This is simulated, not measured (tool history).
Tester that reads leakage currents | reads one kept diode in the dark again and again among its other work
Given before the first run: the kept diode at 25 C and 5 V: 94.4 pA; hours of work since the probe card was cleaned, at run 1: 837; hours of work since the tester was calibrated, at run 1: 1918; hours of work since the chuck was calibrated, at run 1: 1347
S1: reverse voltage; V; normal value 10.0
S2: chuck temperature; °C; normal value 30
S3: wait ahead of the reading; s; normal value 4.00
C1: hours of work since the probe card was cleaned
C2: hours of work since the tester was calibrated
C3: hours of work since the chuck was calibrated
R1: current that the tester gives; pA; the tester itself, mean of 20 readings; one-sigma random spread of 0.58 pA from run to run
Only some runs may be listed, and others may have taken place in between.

{"run": 1, "hour": 0.0, "S1": 10.0, "S2": 30, "S3": 4.0, "C1": 837, "C2": 1918, "C3": 1347, "R1": 214.71}
{"run": 2, "hour": 113.6, "S1": 2.8, "S2": 30, "S3": 4.0, "C1": 900, "C2": 1981, "C3": 1410, "R1": 137.25}
{"run": 3, "hour": 206.9, "S1": 2.8, "S2": 30, "S3": 4.0, "C1": 951, "C2": 2033, "C3": 1462, "R1": 137.82}
{"run": 4, "hour": 278.0, "S1": 10.0, "S2": 30, "S3": 4.0, "C1": 990, "C2": 2072, "C3": 1501, "R1": 216.35}
{"run": 5, "hour": 362.6, "S1": 10.0, "S2": 30, "S3": 4.0, "C1": 1037, "C2": 2119, "C3": 1548, "R1": 217.39}
{"run": 6, "hour": 456.7, "S1": 10.0, "S2": 30, "S3": 2.54, "C1": 1089, "C2": 2171, "C3": 1600, "R1": 220.17}
{"run": 7, "hour": 550.9, "S1": 10.0, "S2": 30, "S3": 4.0, "C1": 1141, "C2": 2223, "C3": 1652, "R1": 220.39}
{"run": 8, "hour": 662.7, "S1": 4.1, "S2": 30, "S3": 4.0, "C1": 1203, "C2": 2284, "C3": 1714, "R1": 159.32}
{"run": 9, "hour": 775.1, "S1": 4.1, "S2": 30, "S3": 3.29, "C1": 1265, "C2": 2347, "C3": 1776, "R1": 160.13}
{"run": 10, "hour": 882.8, "S1": 10.0, "S2": 30, "S3": 4.0, "C1": 1325, "C2": 2406, "C3": 1835, "R1": 223.81}
{"run": 11, "hour": 997.1, "S1": 10.0, "S2": 30, "S3": 4.0, "C1": 1388, "C2": 2469, "C3": 1898, "R1": 223.62}
{"run": 12, "hour": 1073.4, "S1": 10.0, "S2": 30, "S3": 4.0, "C1": 1430, "C2": 2511, "C3": 1940, "R1": 226.35}
{"run": 13, "hour": 1126.8, "S1": 10.0, "S2": 30, "S3": 0.94, "C1": 1459, "C2": 2541, "C3": 1970, "R1": 228.41}
{"run": 14, "hour": 1191.2, "S1": 10.0, "S2": 30, "S3": 4.0, "C1": 1495, "C2": 2576, "C3": 2006, "R1": 227.43}
{"run": 15, "hour": 1247.0, "S1": 10.0, "S2": 46, "S3": 4.0, "C1": 1526, "C2": 2607, "C3": 2036, "R1": 889.56}
{"hour": 1347.0, "done": "chuck's temperature calibrated"}
{"run": 16, "hour": 1347.0, "S1": 10.0, "S2": 44, "S3": 4.0, "C1": 1580, "C2": 2661, "C3": 0, "R1": 659.0}
{"run": 17, "hour": 1417.7, "S1": 10.0, "S2": 44, "S3": 4.0, "C1": 1619, "C2": 2700, "C3": 39, "R1": 650.36}
{"run": 18, "hour": 1483.4, "S1": 10.0, "S2": 30, "S3": 4.0, "C1": 1655, "C2": 2737, "C3": 75, "R1": 196.76}
{"run": 19, "hour": 1538.0, "S1": 10.0, "S2": 30, "S3": 4.0, "C1": 1686, "C2": 2767, "C3": 106, "R1": 197.57}
{"run": 20, "hour": 1635.5, "S1": 10.0, "S2": 30, "S3": 4.0, "C1": 1739, "C2": 2821, "C3": 159, "R1": 198.09}
{"run": 21, "hour": 1684.6, "S1": 5.2, "S2": 33, "S3": 0.47, "C1": 1767, "C2": 2848, "C3": 187, "R1": 206.48}
{"run": 22, "hour": 1784.2, "S1": 3.2, "S2": 27, "S3": 0.47, "C1": 1822, "C2": 2903, "C3": 242, "R1": 101.24}
{"run": 23, "hour": 1866.2, "S1": 1.8, "S2": 34, "S3": 5.34, "C1": 1867, "C2": 2948, "C3": 287, "R1": 152.34}
{"run": 24, "hour": 1962.4, "S1": 1.8, "S2": 34, "S3": 5.34, "C1": 1920, "C2": 3001, "C3": 340, "R1": 154.05}
{"run": 25, "hour": 2037.8, "S1": 1.8, "S2": 34, "S3": 5.34, "C1": 1962, "C2": 3043, "C3": 382, "R1": 154.38}

For run 26, what comes out?
{"run": 26, "hour": 2143.3, "S1": 8.3, "S2": 33, "S3": 5.34, "C1": 2020, "C2": 3101, "C3": 440, "R1": "?"}

For run 26 the tool returned R1 246.96 pA.
Take away the tool's hidden state, keep the run-to-run variation as it was, and the same run would have given R1 238.28 pA.

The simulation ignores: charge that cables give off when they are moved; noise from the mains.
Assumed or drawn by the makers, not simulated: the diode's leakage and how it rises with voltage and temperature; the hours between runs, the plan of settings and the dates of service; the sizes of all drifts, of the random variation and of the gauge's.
